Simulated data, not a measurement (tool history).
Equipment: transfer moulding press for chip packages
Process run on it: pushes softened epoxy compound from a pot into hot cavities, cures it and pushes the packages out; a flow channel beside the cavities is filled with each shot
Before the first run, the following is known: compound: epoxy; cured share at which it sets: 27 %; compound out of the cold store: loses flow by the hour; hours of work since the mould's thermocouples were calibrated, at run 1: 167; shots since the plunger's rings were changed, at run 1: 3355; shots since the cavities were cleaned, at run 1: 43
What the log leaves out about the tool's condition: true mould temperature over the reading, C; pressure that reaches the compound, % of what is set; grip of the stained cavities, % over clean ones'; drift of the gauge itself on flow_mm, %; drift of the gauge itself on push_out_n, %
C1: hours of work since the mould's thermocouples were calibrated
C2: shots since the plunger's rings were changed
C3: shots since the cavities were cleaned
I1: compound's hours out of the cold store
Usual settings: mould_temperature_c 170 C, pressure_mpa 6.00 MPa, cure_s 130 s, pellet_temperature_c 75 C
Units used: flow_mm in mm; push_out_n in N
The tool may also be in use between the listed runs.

{"run": 1, "hour": 0.0, "mould_temperature_c": 170, "pressure_mpa": 6.0, "cure_s": 130, "pellet_temperature_c": 75, "C1": 167, "C2": 3355, "C3": 43, "I1": 22.4, "flow_mm": 821, "push_out_n": 297}
{"run": 2, "hour": 8.2, "mould_temperature_c": 170, "pressure_mpa": 6.0, "cure_s": 130, "pellet_temperature_c": 75, "C1": 171, "C2": 3408, "C3": 96, "I1": 16.7, "flow_mm": 851, "push_out_n": 338}
{"run": 3, "hour": 20.6, "mould_temperature_c": 170, "pressure_mpa": 6.0, "cure_s": 130, "pellet_temperature_c": 73, "C1": 176, "C2": 3488, "C3": 176, "I1": 47.5, "flow_mm": 748, "push_out_n": 326}
{"run": 4, "hour": 38.8, "mould_temperature_c": 170, "pressure_mpa": 6.0, "cure_s": 130, "pellet_temperature_c": 73, "C1": 184, "C2": 3607, "C3": 295, "I1": 37.3, "flow_mm": 780, "push_out_n": 368}
{"run": 5, "hour": 48.2, "mould_temperature_c": 170, "pressure_mpa": 6.0, "cure_s": 130, "pellet_temperature_c": 75, "C1": 188, "C2": 3668, "C3": 356, "I1": 24.6, "flow_mm": 818, "push_out_n": 380}
{"run": 6, "hour": 65.2, "mould_temperature_c": 170, "pressure_mpa": 6.0, "cure_s": 130, "pellet_temperature_c": 75, "C1": 196, "C2": 3778, "C3": 466, "I1": 28.0, "flow_mm": 800, "push_out_n": 378}
{"run": 7, "hour": 82.2, "mould_temperature_c": 170, "pressure_mpa": 5.01, "cure_s": 130, "pellet_temperature_c": 75, "C1": 203, "C2": 3889, "C3": 577, "I1": 24.4, "flow_mm": 739, "push_out_n": 405}
{"hour": 88.2, "done": "cavities cleaned with cleaning compound and waxed"}
{"run": 8, "hour": 96.1, "mould_temperature_c": 170, "pressure_mpa": 6.0, "cure_s": 130, "pellet_temperature_c": 75, "C1": 208, "C2": 3969, "C3": 51, "I1": 40.6, "flow_mm": 763, "push_out_n": 303}
{"run": 9, "hour": 115.0, "mould_temperature_c": 162, "pressure_mpa": 6.0, "cure_s": 130, "pellet_temperature_c": 75, "C1": 216, "C2": 4092, "C3": 174, "I1": 31.3, "flow_mm": 806, "push_out_n": 591}
{"run": 10, "hour": 125.9, "mould_temperature_c": 162, "pressure_mpa": 6.0, "cure_s": 130, "pellet_temperature_c": 75, "C1": 221, "C2": 4162, "C3": 244, "I1": 46.6, "flow_mm": 744, "push_out_n": 582}
{"run": 11, "hour": 139.7, "mould_temperature_c": 170, "pressure_mpa": 6.7, "cure_s": 130, "pellet_temperature_c": 75, "C1": 227, "C2": 4252, "C3": 334, "I1": 13.9, "flow_mm": 890, "push_out_n": 392}
{"run": 12, "hour": 153.3, "mould_temperature_c": 170, "pressure_mpa": 6.0, "cure_s": 167, "pellet_temperature_c": 75, "C1": 233, "C2": 4340, "C3": 422, "I1": 15.9, "flow_mm": 836, "push_out_n": 319}
{"run": 13, "hour": 170.8, "mould_temperature_c": 163, "pressure_mpa": 6.0, "cure_s": 167, "pellet_temperature_c": 75, "C1": 240, "C2": 4454, "C3": 536, "I1": 25.7, "flow_mm": 821, "push_out_n": 406}
{"hour": 183.5, "done": "cavities cleaned with cleaning compound and waxed"}
{"run": 14, "hour": 190.1, "mould_temperature_c": 163, "pressure_mpa": 6.0, "cure_s": 167, "pellet_temperature_c": 75, "C1": 248, "C2": 4569, "C3": 43, "I1": 36.6, "flow_mm": 771, "push_out_n": 293}
{"run": 15, "hour": 199.1, "mould_temperature_c": 163, "pressure_mpa": 6.0, "cure_s": 167, "pellet_temperature_c": 75, "C1": 252, "C2": 4628, "C3": 102, "I1": 37.0, "flow_mm": 767, "push_out_n": 314}
{"run": 16, "hour": 207.4, "mould_temperature_c": 177, "pressure_mpa": 6.0, "cure_s": 112, "pellet_temperature_c": 75, "C1": 256, "C2": 4682, "C3": 156, "I1": 44.7, "flow_mm": 716, "push_out_n": 304}
{"run": 17, "hour": 226.5, "mould_temperature_c": 177, "pressure_mpa": 6.0, "cure_s": 112, "pellet_temperature_c": 75, "C1": 264, "C2": 4805, "C3": 279, "I1": 38.1, "flow_mm": 725, "push_out_n": 335}
{"run": 18, "hour": 238.6, "mould_temperature_c": 174, "pressure_mpa": 7.2, "cure_s": 116, "pellet_temperature_c": 84, "C1": 269, "C2": 4884, "C3": 358, "I1": 29.6, "flow_mm": 841, "push_out_n": 364}
{"run": 19, "hour": 251.2, "mould_temperature_c": 169, "pressure_mpa": 7.2, "cure_s": 116, "pellet_temperature_c": 71, "C1": 274, "C2": 4966, "C3": 440, "I1": 28.1, "flow_mm": 871, "push_out_n": 507}
{"run": 20, "hour": 263.8, "mould_temperature_c": 171, "pressure_mpa": 6.0, "cure_s": 142, "pellet_temperature_c": 75, "C1": 280, "C2": 5047, "C3": 521, "I1": 13.8, "flow_mm": 820, "push_out_n": 360}
{"hour": 278.6, "done": "cavities cleaned with cleaning compound and waxed"}
{"run": 21, "hour": 283.4, "mould_temperature_c": 176, "pressure_mpa": 6.0, "cure_s": 130, "pellet_temperature_c": 75, "C1": 288, "C2": 5165, "C3": 31, "I1": 27.6, "flow_mm": 774, "push_out_n": 241}
{"run": 22, "hour": 293.2, "mould_temperature_c": 174, "pressure_mpa": 6.0, "cure_s": 117, "pellet_temperature_c": 75, "C1": 292, "C2": 5229, "C3": 95, "I1": 32.3, "flow_mm": 762, "push_out_n": 294}
{"run": 23, "hour": 308.3, "mould_temperature_c": 170, "pressure_mpa": 6.0, "cure_s": 130, "pellet_temperature_c": 83, "C1": 298, "C2": 5327, "C3": 193, "I1": 42.4, "flow_mm": 729, "push_out_n": 330}
{"run": 24, "hour": 320.6, "mould_temperature_c": 170, "pressure_mpa": 6.73, "cure_s": 167, "pellet_temperature_c": 83, "C1": 304, "C2": 5407, "C3": 273, "I1": 20.2, "flow_mm": 857, "push_out_n": 310}
{"run": 25, "hour": 332.8, "mould_temperature_c": 165, "pressure_mpa": 6.02, "cure_s": 120, "pellet_temperature_c": 71, "C1": 309, "C2": 5486, "C3": 352, "I1": 17.2, "flow_mm": 840, "push_out_n": 610}
{"run": 26, "hour": 347.1, "mould_temperature_c": 162, "pressure_mpa": 4.91, "cure_s": 117, "pellet_temperature_c": 67, "C1": 315, "C2": 5579, "C3": 445, "I1": 23.6, "flow_mm": 744, "push_out_n": 861}
{"run": 27, "hour": 356.2, "mould_temperature_c": 170, "pressure_mpa": 6.1, "cure_s": 130, "pellet_temperature_c": 75, "C1": 319, "C2": 5638, "C3": 504, "I1": 8.6, "flow_mm": 859, "push_out_n": 409}
{"run": 28, "hour": 364.5, "mould_temperature_c": 169, "pressure_mpa": 7.49, "cure_s": 165, "pellet_temperature_c": 65, "C1": 323, "C2": 5692, "C3": 558, "I1": 21.6, "flow_mm": 918, "push_out_n": 336}
{"hour": 374.3, "done": "cavities cleaned with cleaning compound and waxed"}
{"run": 29, "hour": 379.0, "mould_temperature_c": 171, "pressure_mpa": 6.72, "cure_s": 115, "pellet_temperature_c": 82, "C1": 328, "C2": 5776, "C3": 31, "I1": 25.3, "flow_mm": 823, "push_out_n": 326}

Here are 3 independent what-if runs from the current tool condition. What would each one return?
{"run": "A", "hour": 386.8, "mould_temperature_c": 168, "pressure_mpa": 5.33, "cure_s": 130, "pellet_temperature_c": 79, "C1": 332, "C2": 5826, "C3": 81, "I1": 41.6, "flow_mm": "?", "push_out_n": "?"}
{"run": "B", "hour": 386.8, "mould_temperature_c": 171, "pressure_mpa": 6.26, "cure_s": 162, "pellet_temperature_c": 71, "C1": 332, "C2": 5826, "C3": 81, "I1": 18.0, "flow_mm": "?", "push_out_n": "?"}
{"run": "C", "hour": 386.8, "mould_temperature_c": 171, "pressure_mpa": 6.72, "cure_s": 143, "pellet_temperature_c": 82, "C1": 332, "C2": 5826, "C3": 81, "I1": 26.1, "flow_mm": "?", "push_out_n": "?"}

run=A flow_mm=693 push_out_n=338
run=B flow_mm=831 push_out_n=263
run=C flow_mm=812 push_out_n=263
The same runs, with their run-to-run variation unchanged, on a tool lacking any hidden condition would have given:
run=A flow_mm=763 push_out_n=316
run=B flow_mm=914 push_out_n=238
run=C flow_mm=894 push_out_n=240
